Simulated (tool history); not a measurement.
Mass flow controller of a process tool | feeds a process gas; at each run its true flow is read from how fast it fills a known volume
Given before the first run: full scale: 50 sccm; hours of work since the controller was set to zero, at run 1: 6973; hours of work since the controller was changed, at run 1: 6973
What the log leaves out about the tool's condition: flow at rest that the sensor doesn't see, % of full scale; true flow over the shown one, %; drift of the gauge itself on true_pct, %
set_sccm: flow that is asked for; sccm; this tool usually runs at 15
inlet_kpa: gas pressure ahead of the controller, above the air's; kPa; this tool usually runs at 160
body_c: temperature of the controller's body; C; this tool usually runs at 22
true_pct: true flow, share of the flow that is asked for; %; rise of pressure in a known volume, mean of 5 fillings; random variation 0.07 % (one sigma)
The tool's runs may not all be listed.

run     hour  set_sccm  inlet_kpa  body_c  hours of work since the controller was set to zero  hours of work since the controller was changed  true_pct
  1        0        15        160      22                                                6973                                            6973      98.1
  2    451.6        15        160      22                                                7235                                            7235     98.01
       518.4  -- controller's zero set anew
  3      783        15        160      22                                                 153                                            7427      98.2
  4   1202.8        15        160      22                                                 397                                            7670     98.27
  5   1414.6        15        160      22                                                 520                                            7793     98.43
  6   1849.9        22        160      22                                                 772                                            8045      98.8
  7   2308.1        22        160      22                                                1037                                            8311     98.97
  8   2728.1        22        160      22                                                1281                                            8554     99.07
  9   3124.2         6        160      22                                                1511                                            8784     98.17
 10   3418.9        18        160      22                                                1681                                            8955     99.03
 11   3623.3        15        160      22                                                1800                                            9073     99.03
 12   4103.7        15        160      22                                                2078                                            9351     98.91
 13   4396.8        15        160      22                                                2248                                            9521     98.98
 14   4685.1        15        160      25                                                2415                                            9689     99.33
 15   5091.5        15        160      31                                                2651                                            9924     99.97
      5377.9  -- gauge calibrated
 16   5377.9        15        160      31                                                2817                                           10090     98.57
 17   5705.2        15        155      22                                                3007                                           10280     98.07
 18   5914.7        15        160      32                                                3128                                           10401     98.81
 19   6160.7        15        160      34                                                3271                                           10544     99.05
 20   6651.5        15        160      34                                                3555                                           10828     99.15
 21     6904        15        160      34                                                3702                                           10975     99.21
 22   7145.3        15        160      34                                                3842                                           11115     99.35
 23   7365.3         9        246      24                                                3969                                           11242     97.85
 24   7651.2         9        246      24                                                4135                                           11408     97.87
 25   7946.4        20        151      24                                                4306                                           11579     99.21
 26   8183.6        15        217      34                                                4443                                           11717     99.25
 27   8652.2        15        142      34                                                4715                                           11988     99.74
 28   9051.8         8        160      22                                                4947                                           12220     98.51
 29   9383.4        22        165      38                                                5139                                           12412    100.51
 30   9602.9        15        280      35                                                5266                                           12539     99.22
      9744.4  -- controller exchanged for a calibrated one
 31  10016.9        15        165      33                                                 158                                             158     99.86
 32  10384.4        15        165      33                                                 371                                             371     99.95
 33  10873.9         6        160      20                                                 655                                             655     98.65
 34  11088.7         6        160      20                                                 779                                             779     98.76
 35    11506         6        160      20                                                1021                                            1021     98.84
 36  11992.9        30        157      21                                                1303                                            1303    100.47
 37  12347.5         7        162      21                                                1509                                            1509     99.27
 38  12620.2         7        162      21                                                1667                                            1667     99.17
 39  12836.8         7        162      21                                                1793                                            1793     99.26
 40  13157.6        15        200      27                                                1979                                            1979     99.98
 41  13547.6        35        180      29                                                2205                                            2205     101.6
 42  13789.4        10        267      29                                                2345                                            2345     99.64
 43  14055.4        23        160      22                                                2499                                            2499    100.51
 44  14283.2         7        229      22                                                2631                                            2631     99.38

Subtracting, for every run, the result it would have given without the tool's unlogged condition from the measured result gives the following. The same run-to-run variation enters both numbers; the gauge's scatter may not:
run  true_pct
  1     +0.03
  2     +0.13
  3     +0.21
  4     +0.31
  5     +0.37
  6     +0.47
  7     +0.59
  8      +0.7
  9     +0.79
 10     +0.86
 11     +0.91
 12     +1.03
 13     +1.11
 14     +1.17
 15     +1.28
 16     +0.02
 17      +0.1
 18     +0.16
 19     +0.22
 20     +0.34
 21     +0.41
 22     +0.46
 23     +0.52
 24     +0.59
 25     +0.67
 26     +0.72
 27     +0.85
 28     +0.94
 29     +1.03
 30     +1.08
 31     +1.15
 32     +1.24
 33     +1.35
 34      +1.4
 35      +1.5
 36     +1.64
 37     +1.71
 38     +1.78
 39     +1.84
 40     +1.93
 41     +2.04
 42     +2.08
 43     +2.15
 44     +2.19
